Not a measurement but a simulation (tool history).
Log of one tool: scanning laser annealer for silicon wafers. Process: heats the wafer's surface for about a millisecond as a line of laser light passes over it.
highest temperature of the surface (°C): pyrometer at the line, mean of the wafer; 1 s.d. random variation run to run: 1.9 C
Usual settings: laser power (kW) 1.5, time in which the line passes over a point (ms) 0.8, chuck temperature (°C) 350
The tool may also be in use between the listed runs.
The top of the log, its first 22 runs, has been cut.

run    hour  laser power (kW)  time in which the line passes over a point (ms)  chuck temperature (°C)  hours of work since the window was cleaned  hours of work since the power meter was calibrated  hours of work since the optics were aligned  highest temperature of the surface (°C)
 23   707.8             1.561                                              0.8                     378                                         459                                                1112                                          569                                     1179
 24   738.8             1.561                                              0.8                     378                                         482                                                1136                                          592                                     1178
 25     776             1.526                                            0.889                     350                                         510                                                1164                                          620                                     1171
 26     808             1.526                                            0.889                     350                                         535                                                1189                                          645                                     1171
 27   830.9             1.418                                            0.889                     355                                         552                                                1206                                          662                                     1113
 28   852.4             1.548                                            0.965                     326                                         568                                                1222                                          678                                     1185
 29     878             1.548                                            0.965                     326                                         588                                                1242                                          698                                     1185
 30     901             1.548                                            0.965                     326                                         605                                                1259                                          715                                     1184
 31     925             1.548                                            0.965                     326                                         624                                                1277                                          733                                     1180
 32   952.4             1.548                                             0.57                     326                                         644                                                1298                                          754                                     1004
 33   982.7             1.548                                             0.57                     326                                         667                                                1321                                          777                                     1001
 34  1008.7             1.516                                            0.828                     341                                         687                                                1341                                          797                                     1117
     1028.8  -- window over the wafer cleaned
 35  1052.7             1.494                                            0.734                     341                                          18                                                1373                                          829                                     1091
       1060  -- optics aligned, line set to its width
 36  1077.2             1.464                                            0.791                     367                                          33                                                1388                                           13                                     1134
 37  1113.9             1.464                                            0.791                     367                                          61                                                1415                                           41                                     1133
 38  1155.8             1.602                                            0.885                     355                                          93                                                1447                                           73                                     1240
 39  1191.3             1.364                                            0.627                     345                                         120                                                1474                                          100                                      990
 40  1221.3               1.4                                            0.808                     339                                         142                                                1497                                          122                                     1075
 41  1261.3             1.582                                            0.619                     344                                         173                                                1527                                          153                                     1085

4 ways to go on from here, each from the tool as it stands after run 41. What would each give?
  A  1302.3               1.5                                            0.848                     350                                         204                                                1558                                          184                                        ?
  B  1302.3             1.483                                            0.961                     330                                         204                                                1558                                          184                                        ?
  C  1302.3               1.5                                            0.622                     348                                         204                                                1558                                          184                                        ?
  D  1302.3             1.386                                            0.737                     344                                         204                                                1558                                          184                                        ?

run  highest temperature of the surface (°C)
  A                                     1154
  B                                     1167
  C                                     1049
  D                                     1041
With the hidden condition removed and each run's random variation left untouched, the same runs would have given:
run  highest temperature of the surface (°C)
  A                                     1172
  B                                     1185
  C                                     1065
  D                                     1056
